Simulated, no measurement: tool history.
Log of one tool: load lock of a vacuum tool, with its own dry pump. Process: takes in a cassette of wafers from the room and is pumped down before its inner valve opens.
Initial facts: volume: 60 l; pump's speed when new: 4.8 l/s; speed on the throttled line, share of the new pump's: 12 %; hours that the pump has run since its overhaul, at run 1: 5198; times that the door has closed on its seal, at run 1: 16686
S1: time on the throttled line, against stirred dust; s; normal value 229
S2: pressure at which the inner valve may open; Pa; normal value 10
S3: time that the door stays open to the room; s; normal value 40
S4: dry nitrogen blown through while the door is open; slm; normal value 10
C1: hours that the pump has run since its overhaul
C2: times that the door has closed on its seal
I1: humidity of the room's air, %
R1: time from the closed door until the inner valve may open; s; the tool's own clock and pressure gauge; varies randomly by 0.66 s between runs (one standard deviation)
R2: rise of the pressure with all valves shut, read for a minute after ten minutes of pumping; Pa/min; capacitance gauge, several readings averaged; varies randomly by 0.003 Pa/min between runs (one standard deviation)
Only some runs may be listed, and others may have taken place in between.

{"run": 1, "day": 0.0, "S1": 229, "S2": 10, "S3": 40, "S4": 10, "C1": 5198, "C2": 16686, "I1": 45.9, "R1": 320, "R2": 0.092}
{"run": 2, "day": 5.088, "S1": 229, "S2": 10, "S3": 40, "S4": 10, "C1": 5320, "C2": 17025, "I1": 45.8, "R1": 319.1, "R2": 0.094}
{"run": 3, "day": 13.1, "S1": 229, "S2": 10, "S3": 40, "S4": 10, "C1": 5512, "C2": 17558, "I1": 44.7, "R1": 319.7, "R2": 0.099}
{"run": 4, "day": 19.988, "S1": 229, "S2": 10, "S3": 39, "S4": 10, "C1": 5677, "C2": 18017, "I1": 46.9, "R1": 320.4, "R2": 0.102}
{"run": 5, "day": 24.383, "S1": 229, "S2": 10, "S3": 39, "S4": 10, "C1": 5783, "C2": 18309, "I1": 46.3, "R1": 319.4, "R2": 0.101}
{"run": 6, "day": 29.825, "S1": 229, "S2": 10, "S3": 40, "S4": 17, "C1": 5913, "C2": 18672, "I1": 45.1, "R1": 319.3, "R2": 0.098}
{"run": 7, "day": 38.329, "S1": 229, "S2": 10, "S3": 40, "S4": 17, "C1": 6118, "C2": 19238, "I1": 40.3, "R1": 319.2, "R2": 0.095}
{"run": 8, "day": 45.696, "S1": 229, "S2": 10, "S3": 40, "S4": 41, "C1": 6294, "C2": 19728, "I1": 46.4, "R1": 320.2, "R2": 0.09}
{"run": 9, "day": 52.85, "S1": 229, "S2": 10, "S3": 40, "S4": 41, "C1": 6466, "C2": 20204, "I1": 47.9, "R1": 318.8, "R2": 0.091}
{"run": 10, "day": 59.725, "S1": 229, "S2": 10, "S3": 40, "S4": 10, "C1": 6631, "C2": 20662, "I1": 43.8, "R1": 320.8, "R2": 0.11}
{"run": 11, "day": 66.567, "S1": 229, "S2": 10, "S3": 40, "S4": 10, "C1": 6795, "C2": 21118, "I1": 44.4, "R1": 322.2, "R2": 0.115}
{"run": 12, "day": 72.804, "S1": 229, "S2": 10, "S3": 40, "S4": 10, "C1": 6945, "C2": 21533, "I1": 46.8, "R1": 319, "R2": 0.12}
{"run": 13, "day": 80.842, "S1": 229, "S2": 9, "S3": 40, "S4": 10, "C1": 7138, "C2": 22068, "I1": 47.2, "R1": 322.2, "R2": 0.121}
{"run": 14, "day": 84.775, "S1": 229, "S2": 9, "S3": 40, "S4": 11, "C1": 7232, "C2": 22330, "I1": 44.1, "R1": 322.6, "R2": 0.12}
{"run": 15, "day": 90.15, "S1": 229, "S2": 10, "S3": 40, "S4": 10, "C1": 7361, "C2": 22688, "I1": 45.8, "R1": 321, "R2": 0.124}
{"run": 16, "day": 94.375, "S1": 123, "S2": 16, "S3": 40, "S4": 4, "C1": 7463, "C2": 22969, "I1": 45.6, "R1": 221.2, "R2": 0.134}
{"run": 17, "day": 98.138, "S1": 123, "S2": 16, "S3": 40, "S4": 4, "C1": 7553, "C2": 23219, "I1": 46.7, "R1": 221.1, "R2": 0.137}
{"run": 18, "day": 102.862, "S1": 123, "S2": 16, "S3": 40, "S4": 4, "C1": 7666, "C2": 23534, "I1": 43.3, "R1": 221.7, "R2": 0.133}

Run 19 comes next. What will it give?
{"run": 19, "day": 107.6, "S1": 123, "S2": 13, "S3": 40, "S4": 4, "C1": 7780, "C2": 23849, "I1": 47.2, "R1": "?", "R2": "?"}

Run 19 gave R1 224.1 s, R2 0.143 Pa/min.
On a tool with no hidden condition, and with the same random variation, this run would have come out at R1 219.3 s, R2 0.054 Pa/min.
